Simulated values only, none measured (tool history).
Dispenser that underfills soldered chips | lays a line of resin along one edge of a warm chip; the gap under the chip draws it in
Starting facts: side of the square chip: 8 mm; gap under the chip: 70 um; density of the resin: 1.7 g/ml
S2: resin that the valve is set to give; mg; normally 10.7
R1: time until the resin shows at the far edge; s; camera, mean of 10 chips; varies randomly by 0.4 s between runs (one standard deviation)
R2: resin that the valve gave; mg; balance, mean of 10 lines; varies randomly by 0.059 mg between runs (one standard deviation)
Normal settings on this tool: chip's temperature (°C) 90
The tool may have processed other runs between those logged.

run 1 hour=0 | chip's_temperature_(°C)=90 S2=10.7 | R1=34.8 R2=10.45
-- hour=2.3 new syringe of resin
-- hour=10.3 new syringe of resin
run 2 hour=13.8 | chip's_temperature_(°C)=90 S2=10.7 | R1=31.3 R2=10.34
-- hour=18.1 new syringe of resin
-- hour=26.3 new syringe of resin
run 3 hour=27.3 | chip's_temperature_(°C)=90 S2=10.7 | R1=27 R2=10.32
-- hour=34.2 new syringe of resin
run 4 hour=41 | chip's_temperature_(°C)=90 S2=13.6 | R1=37.5 R2=13.06
-- hour=42.1 new syringe of resin
-- hour=49.9 new syringe of resin
run 5 hour=51.7 | chip's_temperature_(°C)=90 S2=13.6 | R1=27.6 R2=12.96
-- hour=57.7 new syringe of resin
run 6 hour=60.9 | chip's_temperature_(°C)=90 S2=13.6 | R1=30.2 R2=12.8
-- hour=65.9 new syringe of resin
run 7 hour=69 | chip's_temperature_(°C)=90 S2=13.6 | R1=29.9 R2=12.76
-- hour=74 new syringe of resin
run 8 hour=75.9 | chip's_temperature_(°C)=90 S2=13.6 | R1=27.9 R2=12.56
-- hour=82.2 new syringe of resin
-- hour=84.6 dispensing valve cleaned and set on the balance
run 9 hour=87.6 | chip's_temperature_(°C)=90 S2=13.6 | R1=32.3 R2=13.65
-- hour=90.8 new syringe of resin
run 10 hour=94.8 | chip's_temperature_(°C)=90 S2=13.6 | R1=30.8 R2=13.66
-- hour=99.3 new syringe of resin
-- hour=107.2 new syringe of resin
run 11 hour=107.2 | chip's_temperature_(°C)=90 S2=12.3 | R1=24.6 R2=12.18
-- hour=114.9 new syringe of resin
run 12 hour=117.1 | chip's_temperature_(°C)=82 S2=13.2 | R1=34.7 R2=12.91
-- hour=123.6 new syringe of resin
-- hour=131.4 new syringe of resin
run 13 hour=132.2 | chip's_temperature_(°C)=78 S2=10.9 | R1=37.1 R2=10.55
-- hour=139.5 new syringe of resin
run 14 hour=139.5 | chip's_temperature_(°C)=98 S2=13.7 | R1=18.4 R2=13.3

Run 15, settings as shown, results not yet in. Your forecast:
-- hour=147.5 new syringe of resin
run 15 hour=147.5 | chip's_temperature_(°C)=85 S2=12.9 | R1=? R2=?

{"run 15": {"R1": 27.6, "R2": 12.43}}
Take away the tool's hidden state, keep the run-to-run variation as it was, and the same run would have given R1 29.5 s, R2 12.88 mg.
